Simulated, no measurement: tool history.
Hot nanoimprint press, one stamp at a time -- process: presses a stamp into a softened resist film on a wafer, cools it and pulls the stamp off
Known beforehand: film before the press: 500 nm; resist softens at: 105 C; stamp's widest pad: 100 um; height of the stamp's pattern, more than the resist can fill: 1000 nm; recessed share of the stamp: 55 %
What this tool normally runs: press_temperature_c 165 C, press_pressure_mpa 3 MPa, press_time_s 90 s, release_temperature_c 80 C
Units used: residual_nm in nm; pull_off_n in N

| run | hour | press_temperature_c | press_pressure_mpa | press_time_s | release_temperature_c | residual_nm | pull_off_n |
|---|---|---|---|---|---|---|---|
| 1 | 0 | 165 | 3 | 90 | 80 | 285.8 | 329 |
| 2 | 78 | 165 | 3 | 90 | 80 | 286.2 | 336 |
| 3 | 134.8 | 165 | 3 | 90 | 80 | 289.7 | 367 |
| 4 | 192.5 | 165 | 3 | 90 | 80 | 288.4 | 356 |
| 5 | 234 | 165 | 3 | 90 | 80 | 291.4 | 403 |
| 6 | 312.6 | 165 | 3.36 | 90 | 80 | 278.2 | 423 |
| 7 | 362.4 | 165 | 3.36 | 90 | 80 | 279.8 | 423 |
|  | 404.2 | stamp cleaned and given a new release coat |
| 8 | 422.3 | 165 | 3 | 90 | 80 | 298.1 | 216 |
|  | 431.1 | plate thermocouple calibrated |
| 9 | 496.4 | 165 | 3 | 90 | 80 | 300.7 | 238 |
|  | 576.4 | press's hydraulic seals changed and the load cell set to zero |
| 10 | 581.4 | 165 | 3 | 90 | 80 | 287.5 | 263 |
| 11 | 636.2 | 165 | 1.88 | 90 | 80 | 350.6 | 270 |
|  | 681.2 | plate thermocouple calibrated, once more |
| 12 | 686.1 | 165 | 1.88 | 90 | 80 | 336.6 | 283 |
| 13 | 745.5 | 165 | 1.88 | 90 | 80 | 337.7 | 292 |
| 14 | 818.8 | 165 | 3 | 90 | 80 | 275 | 303 |
| 15 | 869.1 | 165 | 3 | 90 | 80 | 279 | 326 |
| 16 | 911.4 | 162 | 4.26 | 95 | 81 | 255.9 | 343 |
| 17 | 967.4 | 162 | 3.43 | 90 | 80 | 294.4 | 358 |
| 18 | 1015.9 | 167 | 3.83 | 173 | 78 | 186.5 | 368 |
| 19 | 1059.7 | 167 | 3.83 | 130 | 78 | 203.9 | 389 |
| 20 | 1122.7 | 167 | 3.83 | 130 | 78 | 205.9 | 397 |
| 21 | 1157.4 | 177 | 4.62 | 130 | 78 | 127.8 | 406 |
| 22 | 1226.8 | 155 | 2.25 | 130 | 73 | 395.4 | 451 |
|  | 1264.3 | stamp cleaned and given a new release coat |
| 23 | 1278.1 | 161 | 2.43 | 98 | 77 | 347.3 | 221 |
| 24 | 1352.6 | 171 | 2.95 | 108 | 77 | 220.3 | 237 |
|  | 1373.1 | plate thermocouple calibrated |
| 25 | 1388.9 | 171 | 2.95 | 108 | 77 | 219 | 248 |
| 26 | 1442 | 171 | 2.95 | 108 | 77 | 218.9 | 256 |
| 27 | 1515.3 | 165 | 2.39 | 90 | 80 | 313.6 | 279 |
| 28 | 1592.4 | 165 | 2.39 | 90 | 80 | 315.1 | 299 |
| 29 | 1666.2 | 158 | 3.25 | 99 | 74 | 346.1 | 328 |

4 ways to go on from here, each from the tool as it stands after run 29. What would each give?
| A | 1739.1 | 165 | 2.49 | 90 | 80 | ? | ? |
| B | 1739.1 | 165 | 3.61 | 90 | 74 | ? | ? |
| C | 1739.1 | 158 | 3.25 | 50 | 74 | ? | ? |
| D | 1739.1 | 159 | 3 | 90 | 80 | ? | ? |

| run | residual_nm | pull_off_n |
|---|---|---|
| A | 312.9 | 347 |
| B | 268.2 | 351 |
| C | 401.6 | 345 |
| D | 356.3 | 334 |
Stripped of hidden state, with their random variation kept, the same runs would have yielded:
| run | residual_nm | pull_off_n |
|---|---|---|
| A | 300.1 | 219 |
| B | 252 | 222 |
| C | 387.8 | 219 |
| D | 341.4 | 211 |
